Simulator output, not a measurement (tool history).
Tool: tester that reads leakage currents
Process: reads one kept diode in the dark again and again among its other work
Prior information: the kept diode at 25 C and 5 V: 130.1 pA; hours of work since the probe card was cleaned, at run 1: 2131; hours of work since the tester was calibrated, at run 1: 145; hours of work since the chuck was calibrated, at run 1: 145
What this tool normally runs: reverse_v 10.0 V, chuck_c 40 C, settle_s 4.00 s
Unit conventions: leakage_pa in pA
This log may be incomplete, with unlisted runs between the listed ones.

run,hour,reverse_v,chuck_c,settle_s,hours of work since the probe card was cleaned,hours of work since the tester was calibrated,hours of work since the chuck was calibrated,leakage_pa
1,0.0,10.0,40,4.00,2131,145,145,560.31
2,36.5,10.0,40,4.00,2157,171,171,561.12
3,89.7,10.0,40,4.00,2195,209,209,560.69
4,141.7,10.0,40,4.00,2232,247,247,557.78
5,193.5,10.0,40,4.00,2270,284,284,561.69
6,270.8,10.0,40,8.98,2325,340,340,563.45
7,332.6,10.0,40,8.98,2370,384,384,558.73
8,372.0,10.0,40,8.98,2398,412,412,559.49
9,449.1,10.0,40,8.98,2454,468,468,560.41
10,492.3,10.0,40,8.98,2485,499,499,561.72
11,578.1,10.0,40,8.98,2546,561,561,561.29
12,644.8,10.0,40,8.98,2594,609,609,560.79
13,717.3,13.8,40,8.98,2646,661,661,644.86
14,802.2,10.0,40,6.63,2708,722,722,561.16
15,883.0,10.0,40,6.63,2766,780,780,562.99
16,944.2,10.0,40,6.63,2810,824,824,563.53
17,1025.4,10.0,21,4.00,2868,882,882,127.70
18,1090.1,10.0,21,4.00,2915,929,929,127.30
# hour 1139.0: probe card cleaned and baked
19,1174.5,10.0,21,4.00,26,987,987,126.96
20,1240.8,10.0,21,4.00,73,1035,1035,127.03
21,1282.8,12.9,21,4.00,103,1065,1065,141.38
22,1350.5,8.1,36,1.42,152,1114,1114,379.88
23,1412.7,1.2,45,5.22,197,1159,1159,318.77
24,1482.9,1.2,60,0.86,247,1209,1209,886.40
25,1524.2,1.2,60,0.86,277,1239,1239,886.73
26,1594.6,1.6,49,0.86,328,1290,1290,480.12
27,1652.8,2.2,45,6.34,370,1331,1331,416.18
28,1725.6,7.0,45,8.13,422,1384,1384,691.67
29,1811.3,7.0,24,5.06,484,1445,1445,139.48
30,1849.3,7.0,24,5.06,511,1473,1473,139.31
31,1892.4,7.0,24,5.06,542,1504,1504,138.85
32,1968.6,7.0,24,5.06,597,1559,1559,139.59
33,2053.6,1.6,51,1.34,658,1620,1620,551.40
34,2105.8,1.6,51,1.34,695,1657,1657,547.08
35,2176.2,1.6,51,1.34,746,1708,1708,548.03
36,2256.0,1.9,35,1.34,803,1765,1765,186.93
37,2338.2,1.9,35,1.34,863,1824,1824,186.45
38,2391.2,10.0,40,9.28,901,1863,1863,563.55
39,2425.9,10.0,51,5.30,926,1887,1887,1216.06
40,2505.3,2.1,34,0.90,983,1945,1945,181.25

Predict each of these 4 candidate next runs independently; none follows another, all start after run 40:
A,2589.4,19.7,22,7.98,1043,2005,2005,?
B,2589.4,2.1,51,0.73,1043,2005,2005,?
C,2589.4,10.7,50,2.73,1043,2005,2005,?
D,2589.4,2.4,31,2.45,1043,2005,2005,?

run,leakage_pa
A,184.88
B,620.24
C,1175.80
D,152.42
Stripped of hidden state, with their random variation kept, the same runs would have yielded:
run,leakage_pa
A,185.00
B,620.73
C,1176.72
D,152.55
